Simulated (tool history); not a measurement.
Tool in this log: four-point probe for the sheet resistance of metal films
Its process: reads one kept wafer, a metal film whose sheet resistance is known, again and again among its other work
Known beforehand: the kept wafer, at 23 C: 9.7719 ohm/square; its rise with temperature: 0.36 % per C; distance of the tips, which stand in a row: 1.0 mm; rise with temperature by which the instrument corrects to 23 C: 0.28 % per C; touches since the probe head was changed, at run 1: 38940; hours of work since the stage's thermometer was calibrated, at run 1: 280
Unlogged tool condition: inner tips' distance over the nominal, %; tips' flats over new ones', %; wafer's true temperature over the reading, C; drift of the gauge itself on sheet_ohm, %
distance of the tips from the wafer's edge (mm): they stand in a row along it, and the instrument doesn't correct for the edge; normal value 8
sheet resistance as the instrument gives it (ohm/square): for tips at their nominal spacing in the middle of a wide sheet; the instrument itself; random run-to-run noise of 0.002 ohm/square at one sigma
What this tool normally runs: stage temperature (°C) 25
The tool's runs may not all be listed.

run	hour	stage temperature (°C)	distance of the tips from the wafer's edge (mm)	touches since the probe head was changed	hours of work since the stage's thermometer was calibrated	sheet resistance as the instrument gives it (ohm/square)
1	0	25	8	38940	280	9.848192
2	58.3	25	8	39747	311	9.845558
3	126.2	25	8	40688	347	9.851505
4	187.6	25	22	41538	380	9.778172
5	226.2	25	22	42073	401	9.777755
6	269.2	27	22	42668	424	9.794676
7	330.9	27	22	43522	457	9.793176
8	364.4	27	22	43986	475	9.792266
9	431.8	25	8	44919	512	9.854887
10	478.4	25	8	45564	537	9.855713
11	513.5	25	8	46051	555	9.853691
12	558.2	25	6	46669	579	9.9184
13	615.9	25	7	47468	610	9.881265
14	650.8	25	8	47952	629	9.854417
15	714	25	8	48826	663	9.855293
16	762.3	25	6	49496	689	9.918793
17	797.6	25	6	49985	708	9.917901
18	831	25	6	50447	726	9.921959
19	898.2	25	6	51377	762	9.921901
20	929.4	27	8	51809	779	9.87815
21	969.1	25	8	52359	800	9.86246
22	1012.4	30	8	52959	823	9.900662
23	1045.7	23	16	53420	841	9.785287
24	1097.1	23	60	54132	869	9.76475
25	1166.5	30	4	55092	906	10.137792
26	1196.5	30	4	55507	922	10.137519
27	1234.8	30	4	56038	943	10.141783
28	1301.8	21	3	56965	979	10.298463
29	1339.5	22	6	57488	999	9.908728
30	1371.3	22	6	57929	1016	9.908053
31	1432.3	21	31	58772	1049	9.759443
32	1462.2	33	53	59187	1065	9.847411
33	1532	33	53	60153	1103	9.847546
34	1577.5	20	8	60783	1127	9.830512
35	1610.3	25	11	61238	1145	9.833029
36	1643.8	27	13	61701	1163	9.835614
37	1690.5	20	8	62348	1188	9.832271
38	1726.1	18	4	62841	1207	10.051903
39	1796.5	19	7	63815	1245	9.853021
40	1836.4	29	4	64369	1266	10.137795
41	1889	23	20	65096	1294	9.786548
42	1951.8	23	7	65966	1328	9.8861
43	2020.3	23	6	66915	1365	9.921537
44	2086.5	18	21	67831	1400	9.750965

Some steps in sheet resistance as the instrument gives it (ohm/square), run to run, broken into two amounts with sign: the step expected even without the hidden condition (settings, incoming material, random variation), and the rest, left for the hidden condition together with whatever gauge scatter is not in both the measured and the hidden-condition-free result:
Run 24 -> 25: stage temperature (°C) 23 -> 30, distance of the tips from the wafer's edge (mm) 60 -> 4. sheet resistance as the instrument gives it (ohm/square) +0.373042: hidden state +0.000574, all else +0.372468.
Run 27 -> 28: stage temperature (°C) 30 -> 21, distance of the tips from the wafer's edge (mm) 4 -> 3. sheet resistance as the instrument gives it (ohm/square) +0.15668: hidden state +0.001132, all else +0.155548.
Run 28 -> 29: stage temperature (°C) 21 -> 22, distance of the tips from the wafer's edge (mm) 3 -> 6. sheet resistance as the instrument gives it (ohm/square) -0.389735: hidden state +0.000601, all else -0.390336.
Run 33 -> 34: stage temperature (°C) 33 -> 20, distance of the tips from the wafer's edge (mm) 53 -> 8. sheet resistance as the instrument gives it (ohm/square) -0.017034: hidden state +0.00103, all else -0.018064.
Run 40 -> 41: stage temperature (°C) 29 -> 23, distance of the tips from the wafer's edge (mm) 4 -> 20. sheet resistance as the instrument gives it (ohm/square) -0.351247: hidden state +0.000792, all else -0.352039.
Run 43 -> 44: stage temperature (°C) 23 -> 18, distance of the tips from the wafer's edge (mm) 6 -> 21. sheet resistance as the instrument gives it (ohm/square) -0.170572: hidden state +0.001031, all else -0.171603.
